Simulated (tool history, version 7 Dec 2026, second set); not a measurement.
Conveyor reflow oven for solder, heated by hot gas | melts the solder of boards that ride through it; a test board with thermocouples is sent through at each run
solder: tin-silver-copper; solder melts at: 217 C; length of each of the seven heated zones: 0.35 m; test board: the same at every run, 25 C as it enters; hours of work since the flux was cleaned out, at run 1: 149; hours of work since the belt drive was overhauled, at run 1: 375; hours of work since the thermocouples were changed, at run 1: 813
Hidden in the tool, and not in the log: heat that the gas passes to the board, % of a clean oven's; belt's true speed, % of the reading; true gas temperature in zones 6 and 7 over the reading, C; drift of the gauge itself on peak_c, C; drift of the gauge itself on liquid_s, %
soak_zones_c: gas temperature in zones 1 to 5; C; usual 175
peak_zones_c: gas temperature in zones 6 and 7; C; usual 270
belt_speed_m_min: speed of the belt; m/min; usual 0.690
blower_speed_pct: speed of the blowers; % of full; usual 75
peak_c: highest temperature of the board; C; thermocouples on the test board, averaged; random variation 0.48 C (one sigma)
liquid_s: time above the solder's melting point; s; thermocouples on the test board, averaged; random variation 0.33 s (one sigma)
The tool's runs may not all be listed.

| run | hour | soak_zones_c | peak_zones_c | belt_speed_m_min | blower_speed_pct | hours of work since the flux was cleaned out | hours of work since the belt drive was overhauled | hours of work since the thermocouples were changed | peak_c | liquid_s |
|---|---|---|---|---|---|---|---|---|---|---|
| 1 | 0.0 | 175 | 270 | 0.690 | 75 | 149 | 375 | 813 | 260.5 | 51.2 |
| 2 | 41.8 | 175 | 270 | 0.690 | 75 | 180 | 406 | 844 | 259.9 | 51.2 |
| 3 | 80.4 | 175 | 270 | 0.639 | 75 | 209 | 435 | 873 | 261.8 | 56.2 |
|  | 108.6 | flux residue cleaned out of gas plates and filters |
| 4 | 136.9 | 175 | 270 | 0.639 | 75 | 21 | 473 | 911 | 263.1 | 57.0 |
| 5 | 179.8 | 182 | 270 | 0.639 | 75 | 53 | 505 | 943 | 263.4 | 59.2 |
| 6 | 243.9 | 175 | 270 | 0.690 | 75 | 101 | 553 | 991 | 261.0 | 51.3 |

The next listed run, before its measurement:
|  | 266.3 | thermocouples of zones 6 and 7 changed |
| 7 | 299.9 | 175 | 280 | 0.574 | 75 | 141 | 593 | 25 | ? | ? |

Run 7 gave peak_c 272.1 C, liquid_s 67.6 s.
Without the tool's hidden state the same run would have given peak_c 272.7 C, liquid_s 67.2 s.
